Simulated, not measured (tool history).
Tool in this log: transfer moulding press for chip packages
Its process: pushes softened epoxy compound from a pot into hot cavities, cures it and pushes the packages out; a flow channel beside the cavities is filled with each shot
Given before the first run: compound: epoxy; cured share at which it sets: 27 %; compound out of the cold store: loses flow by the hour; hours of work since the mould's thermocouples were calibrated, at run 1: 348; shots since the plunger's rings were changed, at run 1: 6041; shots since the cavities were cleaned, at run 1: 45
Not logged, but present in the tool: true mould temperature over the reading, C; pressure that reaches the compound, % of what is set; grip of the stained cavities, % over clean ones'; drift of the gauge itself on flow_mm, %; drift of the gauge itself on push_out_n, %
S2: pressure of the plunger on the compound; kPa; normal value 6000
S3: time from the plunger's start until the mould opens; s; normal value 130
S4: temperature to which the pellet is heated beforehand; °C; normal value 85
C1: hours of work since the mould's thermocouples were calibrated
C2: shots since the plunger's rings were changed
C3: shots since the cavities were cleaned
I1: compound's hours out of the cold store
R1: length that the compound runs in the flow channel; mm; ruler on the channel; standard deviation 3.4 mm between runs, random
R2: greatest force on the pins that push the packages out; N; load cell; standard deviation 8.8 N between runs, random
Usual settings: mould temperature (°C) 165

run 1 hour=0 | mould_temperature_(°C)=165 S2=6000 S3=130 S4=85 | C1=348 C2=6041 C3=45 | I1=10.1 | R1=603 R2=394
-- hour=25.1 plunger's sealing rings changed
run 2 hour=30 | mould_temperature_(°C)=165 S2=6000 S3=130 S4=85 | C1=369 C2=56 C3=359 | I1=9.4 | R1=614 R2=405
-- hour=64.5 cavities cleaned with cleaning compound and waxed
run 3 hour=69.6 | mould_temperature_(°C)=165 S2=6000 S3=130 S4=89 | C1=398 C2=490 C3=58 | I1=18.7 | R1=591 R2=386
run 4 hour=90.3 | mould_temperature_(°C)=165 S2=6000 S3=130 S4=89 | C1=414 C2=727 C3=295 | I1=24.8 | R1=574 R2=392
run 5 hour=127.2 | mould_temperature_(°C)=165 S2=6000 S3=130 S4=85 | C1=443 C2=1147 C3=715 | I1=38.9 | R1=560 R2=389
-- hour=132.7 cavities cleaned with cleaning compound and waxed
-- hour=151.7 mould's thermocouples calibrated
run 6 hour=160.3 | mould_temperature_(°C)=165 S2=6000 S3=130 S4=85 | C1=7 C2=1485 C3=292 | I1=38.8 | R1=553 R2=400
run 7 hour=184.4 | mould_temperature_(°C)=165 S2=6000 S3=130 S4=85 | C1=25 C2=1760 C3=567 | I1=25.4 | R1=580 R2=402
-- hour=202.6 cavities cleaned with cleaning compound and waxed
run 8 hour=206.1 | mould_temperature_(°C)=165 S2=6000 S3=130 S4=85 | C1=41 C2=1991 C3=40 | I1=45.5 | R1=539 R2=383
run 9 hour=225.4 | mould_temperature_(°C)=165 S2=6000 S3=130 S4=85 | C1=56 C2=2210 C3=259 | I1=40.8 | R1=554 R2=397
run 10 hour=263.7 | mould_temperature_(°C)=163 S2=6000 S3=130 S4=85 | C1=85 C2=2647 C3=696 | I1=17.2 | R1=600 R2=440
-- hour=270.5 cavities cleaned with cleaning compound and waxed
run 11 hour=294.2 | mould_temperature_(°C)=163 S2=6000 S3=130 S4=85 | C1=108 C2=2978 C3=270 | I1=12.9 | R1=609 R2=427
run 12 hour=314.7 | mould_temperature_(°C)=163 S2=6000 S3=130 S4=85 | C1=124 C2=3212 C3=504 | I1=19.2 | R1=594 R2=440
-- hour=337.8 cavities cleaned with cleaning compound and waxed
run 13 hour=351.7 | mould_temperature_(°C)=165 S2=5320 S3=130 S4=85 | C1=151 C2=3618 C3=159 | I1=29.4 | R1=541 R2=388
run 14 hour=383.1 | mould_temperature_(°C)=165 S2=5320 S3=130 S4=88 | C1=175 C2=3975 C3=516 | I1=44.5 | R1=509 R2=388
-- hour=405.6 cavities cleaned with cleaning compound and waxed
run 15 hour=426 | mould_temperature_(°C)=165 S2=5320 S3=130 S4=88 | C1=207 C2=4448 C3=233 | I1=33.4 | R1=537 R2=408
run 16 hour=443.9 | mould_temperature_(°C)=169 S2=4940 S3=130 S4=85 | C1=221 C2=4652 C3=437 | I1=29.1 | R1=511 R2=366
run 17 hour=466.6 | mould_temperature_(°C)=167 S2=6870 S3=160 S4=83 | C1=239 C2=4911 C3=696 | I1=28.4 | R1=608 R2=356
-- hour=470.9 cavities cleaned with cleaning compound and waxed
run 18 hour=505.8 | mould_temperature_(°C)=167 S2=6870 S3=160 S4=83 | C1=268 C2=5341 C3=398 | I1=29.5 | R1=599 R2=352
-- hour=537.6 cavities cleaned with cleaning compound and waxed
run 19 hour=545.3 | mould_temperature_(°C)=167 S2=6000 S3=130 S4=91 | C1=297 C2=5775 C3=88 | I1=29.6 | R1=568 R2=366
run 20 hour=587.8 | mould_temperature_(°C)=169 S2=6740 S3=164 S4=76 | C1=330 C2=6260 C3=573 | I1=31.2 | R1=592 R2=336
-- hour=596.9 plunger's sealing rings changed
-- hour=607 cavities cleaned with cleaning compound and waxed
run 21 hour=617.4 | mould_temperature_(°C)=162 S2=6000 S3=117 S4=94 | C1=350 C2=217 C3=119 | I1=22.7 | R1=592 R2=532
run 22 hour=644.5 | mould_temperature_(°C)=162 S2=7440 S3=118 S4=94 | C1=371 C2=526 C3=428 | I1=11.3 | R1=685 R2=530
-- hour=673.3 cavities cleaned with cleaning compound and waxed
run 23 hour=688.4 | mould_temperature_(°C)=165 S2=5790 S3=150 S4=85 | C1=404 C2=1009 C3=172 | I1=47.7 | R1=536 R2=344
run 24 hour=714.4 | mould_temperature_(°C)=165 S2=5790 S3=150 S4=85 | C1=424 C2=1306 C3=469 | I1=23.9 | R1=576 R2=366
-- hour=741 cavities cleaned with cleaning compound and waxed
run 25 hour=746.6 | mould_temperature_(°C)=165 S2=5200 S3=136 S4=85 | C1=447 C2=1656 C3=63 | I1=29.5 | R1=533 R2=368
-- hour=763.7 mould's thermocouples calibrated
run 26 hour=784.1 | mould_temperature_(°C)=165 S2=5200 S3=136 S4=85 | C1=16 C2=2061 C3=468 | I1=29.3 | R1=537 R2=386
-- hour=810.9 cavities cleaned with cleaning compound and waxed
run 27 hour=820.9 | mould_temperature_(°C)=165 S2=5200 S3=136 S4=85 | C1=43 C2=2464 C3=114 | I1=28.4 | R1=537 R2=376
run 28 hour=852.9 | mould_temperature_(°C)=165 S2=5200 S3=136 S4=85 | C1=68 C2=2829 C3=479 | I1=16 | R1=555 R2=401
-- hour=877.2 cavities cleaned with cleaning compound and waxed
run 29 hour=884.3 | mould_temperature_(°C)=165 S2=6000 S3=150 S4=85 | C1=91 C2=3171 C3=82 | I1=25.1 | R1=583 R2=363

Forecast each of these 3 alternatives for the next run:
run A hour=920.5 | mould_temperature_(°C)=161 S2=6000 S3=134 S4=80 | C1=119 C2=3583 C3=494 | I1=45.7 | R1=? R2=?
run B hour=920.5 | mould_temperature_(°C)=165 S2=5150 S3=129 S4=85 | C1=119 C2=3583 C3=494 | I1=22.1 | R1=? R2=?
run C hour=920.5 | mould_temperature_(°C)=165 S2=6000 S3=130 S4=87 | C1=119 C2=3583 C3=494 | I1=21.9 | R1=? R2=?

run=A R1=551 R2=455
run=B R1=544 R2=390
run=C R1=584 R2=390
With no hidden state in the tool, these same runs would have given:
run=A R1=552 R2=447
run=B R1=545 R2=384
run=C R1=585 R2=383

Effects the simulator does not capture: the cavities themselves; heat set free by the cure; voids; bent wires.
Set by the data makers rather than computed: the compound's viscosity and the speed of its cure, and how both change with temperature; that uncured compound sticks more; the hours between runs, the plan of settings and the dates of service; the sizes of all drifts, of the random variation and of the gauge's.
